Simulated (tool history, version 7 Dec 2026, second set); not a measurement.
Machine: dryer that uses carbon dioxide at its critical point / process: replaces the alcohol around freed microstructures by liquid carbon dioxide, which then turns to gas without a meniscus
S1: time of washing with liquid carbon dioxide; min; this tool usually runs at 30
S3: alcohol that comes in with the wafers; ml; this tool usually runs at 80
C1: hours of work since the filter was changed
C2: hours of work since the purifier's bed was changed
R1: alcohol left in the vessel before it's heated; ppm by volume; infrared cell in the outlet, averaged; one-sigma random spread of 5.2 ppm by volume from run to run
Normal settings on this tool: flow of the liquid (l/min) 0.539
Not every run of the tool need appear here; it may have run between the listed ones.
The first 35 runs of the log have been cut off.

Run 36, hour 340.4: usual settings but flow of the liquid (l/min) 0.410, S3 88 ml; C1 166; C2 396. Result: R1 712 ppm by volume.
At hour 344.8: inlet filter changed.
Run 37, hour 349.1: usual settings but S1 27 min, flow of the liquid (l/min) 0.357, S3 88 ml; C1 3; C2 402. Result: R1 1390 ppm by volume.
Run 38, hour 359.9: usual settings but S1 22 min, flow of the liquid (l/min) 0.357, S3 67 ml; C1 11; C2 410. Result: R1 2059 ppm by volume.
Run 39, hour 369.7: usual settings but S1 22 min, flow of the liquid (l/min) 0.357, S3 67 ml; C1 18; C2 417. Result: R1 2048 ppm by volume.
Run 40, hour 380.7: usual settings but S1 22 min, flow of the liquid (l/min) 0.357, S3 67 ml; C1 26; C2 425. Result: R1 2082 ppm by volume.
Run 41, hour 394.2: usual settings but S1 36 min, flow of the liquid (l/min) 0.472, S3 20 ml; C1 36; C2 435. Result: R1 82 ppm by volume.
Run 42, hour 402.2: usual settings but S1 36 min, flow of the liquid (l/min) 0.472, S3 31 ml; C1 42; C2 441. Result: R1 96 ppm by volume.
Run 43, hour 410.9: usual settings but S1 22 min, flow of the liquid (l/min) 0.339, S3 31 ml; C1 48; C2 447. Result: R1 1151 ppm by volume.
Run 44, hour 421.9: usual settings but S1 26 min, S3 20 ml; C1 56; C2 455. Result: R1 120 ppm by volume.
Run 45, hour 428.9: usual settings but flow of the liquid (l/min) 0.752, S3 49 ml; C1 62; C2 460. Result: R1 71 ppm by volume.
Run 46, hour 436.5: usual settings but S1 22 min, flow of the liquid (l/min) 0.493, S3 44 ml; C1 67; C2 466. Result: R1 496 ppm by volume.
Run 47, hour 449.6: usual settings but S1 22 min, flow of the liquid (l/min) 0.493, S3 84 ml; C1 77; C2 476. Result: R1 920 ppm by volume.

Alternative continuations, all from the tool just after run 47; predict every row:
Run A, hour 455.4: usual settings but flow of the liquid (l/min) 0.371, S3 61 ml; C1 81; C2 480. Result: R1 ?.
Run B, hour 455.4: usual settings but flow of the liquid (l/min) 0.465, S3 36 ml; C1 81; C2 480. Result: R1 ?.
Run C, hour 455.4: usual settings but S1 23 min, flow of the liquid (l/min) 0.391, S3 37 ml; C1 81; C2 480. Result: R1 ?.

run   R1
  A  696
  B  191
  C  880
Take away the tool's hidden state, keep each run's random variation, and the runs would have read:
run   R1
  A  558
  B  110
  C  738
